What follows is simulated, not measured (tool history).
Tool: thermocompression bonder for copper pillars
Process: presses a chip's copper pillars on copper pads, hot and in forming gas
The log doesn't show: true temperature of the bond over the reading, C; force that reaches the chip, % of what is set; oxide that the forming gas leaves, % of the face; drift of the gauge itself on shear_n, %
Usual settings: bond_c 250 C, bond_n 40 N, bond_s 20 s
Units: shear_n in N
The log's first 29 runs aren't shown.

run   hour  bond_c  bond_n  bond_s  hours of work since the heater was calibrated  hours of work since the force cell was calibrated  hours of work since the gas filter was changed  shear_n
 30  245.0     264      36      20                                            508                                                 33                                              32     75.5
 31  250.6     246      40      51                                            510                                                 35                                              34     89.1
 32  255.5     238      31      49                                            512                                                 37                                              36     74.8
 33  265.8     238      51      60                                            516                                                 42                                              41     94.4
 34  277.4     256      51      60                                            521                                                 46                                              46    104.6
 35  287.8     249      35      31                                            525                                                 51                                              50     74.9
 36  298.7     264      42      34                                            530                                                 55                                              54     90.2
 37  310.1     264      35      34                                            535                                                 60                                              59     86.7
 38  317.3     264      35      34                                            538                                                 63                                              62     84.6
 39  327.1     250      44      21                                            542                                                 67                                              66     72.3
 40  334.3     250      44      21                                            545                                                 70                                              69     71.9

Forecast each of these 3 alternatives for the next run:
  A  339.0     250      40      14                                            547                                                 72                                              71        ?
  B  339.0     250      28      58                                            547                                                 72                                              71        ?
  C  339.0     280      40      23                                            547                                                 72                                              71        ?

run  shear_n
  A     61.2
  B     80.1
  C     88.6
Without the tool's hidden state the same runs would have given:
run  shear_n
  A     65.3
  B     85.0
  C     93.6
